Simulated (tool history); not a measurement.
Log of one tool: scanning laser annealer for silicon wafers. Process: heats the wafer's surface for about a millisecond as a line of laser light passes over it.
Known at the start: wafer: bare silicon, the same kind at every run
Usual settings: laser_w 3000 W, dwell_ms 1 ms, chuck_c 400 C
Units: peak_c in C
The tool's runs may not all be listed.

run 1 day=0 | laser_w=3000 dwell_ms=1 chuck_c=400 | peak_c=1192
run 2 day=1.229 | laser_w=3000 dwell_ms=1 chuck_c=400 | peak_c=1191
run 3 day=3.096 | laser_w=3000 dwell_ms=1.19 chuck_c=400 | peak_c=1271
run 4 day=4.579 | laser_w=3000 dwell_ms=1.19 chuck_c=400 | peak_c=1268
run 5 day=6.979 | laser_w=3000 dwell_ms=1.19 chuck_c=400 | peak_c=1262
run 6 day=9.683 | laser_w=3000 dwell_ms=1.19 chuck_c=400 | peak_c=1261
run 7 day=11.612 | laser_w=3000 dwell_ms=0.85 chuck_c=400 | peak_c=1113
run 8 day=13.688 | laser_w=3000 dwell_ms=0.85 chuck_c=400 | peak_c=1114
run 9 day=16.538 | laser_w=3000 dwell_ms=0.85 chuck_c=400 | peak_c=1113
run 10 day=18.462 | laser_w=3000 dwell_ms=1 chuck_c=431 | peak_c=1209
run 11 day=20.738 | laser_w=3000 dwell_ms=1 chuck_c=431 | peak_c=1206
run 12 day=22.425 | laser_w=3000 dwell_ms=1 chuck_c=431 | peak_c=1201
run 13 day=23.758 | laser_w=2618 dwell_ms=1 chuck_c=400 | peak_c=1075
run 14 day=25.812 | laser_w=3070 dwell_ms=1 chuck_c=400 | peak_c=1188
-- day=27.208 window over the wafer cleaned
run 15 day=28.021 | laser_w=3000 dwell_ms=1.03 chuck_c=400 | peak_c=1203
run 16 day=30.138 | laser_w=3000 dwell_ms=1.12 chuck_c=400 | peak_c=1245
run 17 day=31.438 | laser_w=2774 dwell_ms=1 chuck_c=400 | peak_c=1138
run 18 day=33.371 | laser_w=2774 dwell_ms=1 chuck_c=400 | peak_c=1133
run 19 day=35.012 | laser_w=2774 dwell_ms=1 chuck_c=400 | peak_c=1133
run 20 day=36.375 | laser_w=2774 dwell_ms=1 chuck_c=400 | peak_c=1132
run 21 day=38.579 | laser_w=3081 dwell_ms=1 chuck_c=388 | peak_c=1193
run 22 day=40.942 | laser_w=3081 dwell_ms=1 chuck_c=388 | peak_c=1192
run 23 day=42.667 | laser_w=3081 dwell_ms=1 chuck_c=388 | peak_c=1191
run 24 day=44.812 | laser_w=3215 dwell_ms=1 chuck_c=388 | peak_c=1222
run 25 day=47.492 | laser_w=3000 dwell_ms=1.11 chuck_c=374 | peak_c=1196
run 26 day=48.779 | laser_w=3000 dwell_ms=0.99 chuck_c=419 | peak_c=1191
run 27 day=50.612 | laser_w=2602 dwell_ms=1.18 chuck_c=434 | peak_c=1177
run 28 day=52.133 | laser_w=2602 dwell_ms=1.18 chuck_c=434 | peak_c=1174
run 29 day=53.529 | laser_w=2602 dwell_ms=1.18 chuck_c=434 | peak_c=1169
run 30 day=55.833 | laser_w=2812 dwell_ms=0.92 chuck_c=382 | peak_c=1074
run 31 day=58.2 | laser_w=2839 dwell_ms=0.74 chuck_c=367 | peak_c=984
run 32 day=61.021 | laser_w=3151 dwell_ms=0.74 chuck_c=367 | peak_c=1045
-- day=61.462 window over the wafer cleaned
run 33 day=63.896 | laser_w=3270 dwell_ms=1 chuck_c=433 | peak_c=1284
run 34 day=65.662 | laser_w=3294 dwell_ms=1 chuck_c=400 | peak_c=1260
run 35 day=68.508 | laser_w=3289 dwell_ms=1 chuck_c=431 | peak_c=1285
run 36 day=70.204 | laser_w=3289 dwell_ms=1 chuck_c=431 | peak_c=1286
run 37 day=71.775 | laser_w=3000 dwell_ms=0.94 chuck_c=417 | peak_c=1168
run 38 day=74.538 | laser_w=3000 dwell_ms=1.05 chuck_c=381 | peak_c=1177
run 39 day=76.738 | laser_w=2765 dwell_ms=1.02 chuck_c=364 | peak_c=1089
run 40 day=79.492 | laser_w=2615 dwell_ms=1.24 chuck_c=430 | peak_c=1193

The same runs without the tool's hidden state, with the same run-to-run variation:
The hidden state here: light that passes the window, % of a clean one's; laser's true power over the reading, %; width of the line over the set one, %; drift of the gauge itself on peak_c, C.
run=1 peak_c=1208
run=2 peak_c=1208
run=3 peak_c=1291
run=4 peak_c=1290
run=5 peak_c=1286
run=6 peak_c=1287
run=7 peak_c=1136
run=8 peak_c=1139
run=9 peak_c=1140
run=10 peak_c=1241
run=11 peak_c=1239
run=12 peak_c=1236
run=13 peak_c=1106
run=14 peak_c=1226
run=15 peak_c=1218
run=16 peak_c=1262
run=17 peak_c=1154
run=18 peak_c=1151
run=19 peak_c=1152
run=20 peak_c=1152
run=21 peak_c=1217
run=22 peak_c=1218
run=23 peak_c=1219
run=24 peak_c=1252
run=25 peak_c=1229
run=26 peak_c=1222
run=27 peak_c=1209
run=28 peak_c=1207
run=29 peak_c=1203
run=30 peak_c=1108
run=31 peak_c=1016
run=32 peak_c=1082
run=33 peak_c=1308
run=34 peak_c=1285
run=35 peak_c=1313
run=36 peak_c=1315
run=37 peak_c=1195
run=38 peak_c=1208
run=39 peak_c=1119
run=40 peak_c=1227
